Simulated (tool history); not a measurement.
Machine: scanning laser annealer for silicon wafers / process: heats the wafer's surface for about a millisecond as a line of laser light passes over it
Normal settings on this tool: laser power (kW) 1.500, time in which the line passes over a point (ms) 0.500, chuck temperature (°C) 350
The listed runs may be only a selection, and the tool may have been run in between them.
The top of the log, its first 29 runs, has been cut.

| run | hour | laser power (kW) | time in which the line passes over a point (ms) | chuck temperature (°C) | highest temperature of the surface (°C) |
|---|---|---|---|---|---|
| 30 | 1371.3 | 1.500 | 0.500 | 372 | 1073 |
| 31 | 1438.0 | 1.500 | 0.500 | 372 | 1070 |
| 32 | 1468.8 | 1.632 | 0.500 | 365 | 1124 |
| 33 | 1519.6 | 1.534 | 0.420 | 350 | 997 |
| 34 | 1576.5 | 1.367 | 0.413 | 336 | 903 |
| 35 | 1609.9 | 1.491 | 0.586 | 350 | 1092 |
| 36 | 1662.6 | 1.555 | 0.487 | 337 | 1047 |
| 37 | 1693.6 | 1.382 | 0.500 | 323 | 952 |
| 38 | 1757.9 | 1.636 | 0.454 | 350 | 1068 |
|  | 1796.2 | window over the wafer cleaned |
| 39 | 1796.2 | 1.636 | 0.454 | 350 | 1088 |
| 40 | 1826.5 | 1.288 | 0.371 | 343 | 855 |
| 41 | 1876.8 | 1.493 | 0.500 | 339 | 1041 |
| 42 | 1941.5 | 1.434 | 0.559 | 350 | 1058 |

Each row is a separate what-if for the run after 42, all from the same tool condition, not one after another. Results?
| A | 1971.7 | 1.314 | 0.523 | 350 | ? |
| B | 1971.7 | 1.427 | 0.388 | 354 | ? |
| C | 1971.7 | 1.635 | 0.394 | 334 | ? |

| run | highest temperature of the surface (°C) |
|---|---|
| A | 971 |
| B | 936 |
| C | 1015 |
The same runs, with their run-to-run variation unchanged, on a tool lacking any hidden condition would have given:
| run | highest temperature of the surface (°C) |
|---|---|
| A | 991 |
| B | 955 |
| C | 1037 |

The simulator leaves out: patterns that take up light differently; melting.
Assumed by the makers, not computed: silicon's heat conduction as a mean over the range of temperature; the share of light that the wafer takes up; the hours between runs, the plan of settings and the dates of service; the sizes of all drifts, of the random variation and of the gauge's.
